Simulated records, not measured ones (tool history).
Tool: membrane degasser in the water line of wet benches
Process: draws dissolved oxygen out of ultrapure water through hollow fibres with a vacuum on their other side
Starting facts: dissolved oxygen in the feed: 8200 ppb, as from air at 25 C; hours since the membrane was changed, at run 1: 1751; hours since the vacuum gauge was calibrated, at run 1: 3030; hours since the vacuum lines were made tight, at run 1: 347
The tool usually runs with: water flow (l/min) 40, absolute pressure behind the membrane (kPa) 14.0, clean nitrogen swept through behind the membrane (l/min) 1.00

run   hour  water flow (l/min)  absolute pressure behind the membrane (kPa)  clean nitrogen swept through behind the membrane (l/min)  hours since the membrane was changed  hours since the vacuum gauge was calibrated  hours since the vacuum lines were made tight  dissolved oxygen in the water behind the degasser (ppb)  pressure that the water loses in the fibres (kPa)
  1    0.0                  40                                         14.0                                                      1.00                                  1751                                         3030                                           347                                                    993.6                                              40.94
  2   24.1                  40                                         27.3                                                      1.00                                  1775                                         3054                                           371                                                   1783.2                                              40.88
  3   63.6                  40                                         14.0                                                      1.00                                  1815                                         3094                                           411                                                   1001.9                                              40.84
  4   85.8                  40                                         14.0                                                      1.00                                  1837                                         3116                                           433                                                    997.3                                              40.60
  5  115.7                  40                                         14.0                                                      1.00                                  1867                                         3146                                           463                                                    996.2                                              40.69
  6  152.2                  40                                         14.0                                                      1.00                                  1903                                         3182                                           500                                                   1011.0                                              40.61
  7  180.9                  40                                         14.0                                                      1.00                                  1932                                         3211                                           528                                                   1002.0                                              40.77
  8  212.7                  40                                         13.0                                                      1.00                                  1964                                         3243                                           560                                                    931.4                                              40.46
  9  248.9                  40                                         13.0                                                      1.00                                  2000                                         3279                                           596                                                    932.1                                              40.59
 10  279.9                  36                                         16.8                                                      1.00                                  2031                                         3310                                           627                                                   1057.5                                              36.24
 11  317.6                  40                                         14.0                                                      1.09                                  2069                                         3348                                           665                                                    952.9                                              40.97
 12  344.8                  40                                         14.0                                                      1.09                                  2096                                         3375                                           692                                                    951.3                                              40.49
 13  364.6                  42                                         14.8                                                      1.00                                  2116                                         3395                                           712                                                   1099.3                                              42.60
 14  409.6                  43                                         14.0                                                      0.79                                  2161                                         3440                                           757                                                   1205.3                                              43.38
 15  436.0                  43                                         14.0                                                      0.79                                  2187                                         3466                                           783                                                   1231.2                                              43.44
 16  461.6                  30                                         14.0                                                      1.00                                  2213                                         3492                                           809                                                    750.9                                              30.76
 17  483.0                  30                                         14.0                                                      1.00                                  2234                                         3513                                           830                                                    745.8                                              30.58

A few steps of dissolved oxygen in the water behind the degasser (ppb) between consecutive runs. Split each: what settings, incoming material and random variation would produce without the hidden state, and what is left over for the hidden state, along with gauge scatter present in only one of the two compared results (measured, and without hidden state):
Hidden state present: membrane still open, %; true pressure behind the membrane over the reading, kPa; air that leaks in behind the membrane, l/min; drift of the gauge itself on oxygen_ppb, %; drift of the gauge itself on loss_of_pressure_kpa, %.
Run 1 -> 2: absolute pressure behind the membrane (kPa) 14.0 -> 27.3. dissolved oxygen in the water behind the degasser (ppb) +789.6: hidden state -2.7, all else +792.3.
Run 15 -> 16: water flow (l/min) 43 -> 30, clean nitrogen swept through behind the membrane (l/min) 0.79 -> 1.00. dissolved oxygen in the water behind the degasser (ppb) -480.3: hidden state -8.2, all else -472.1.
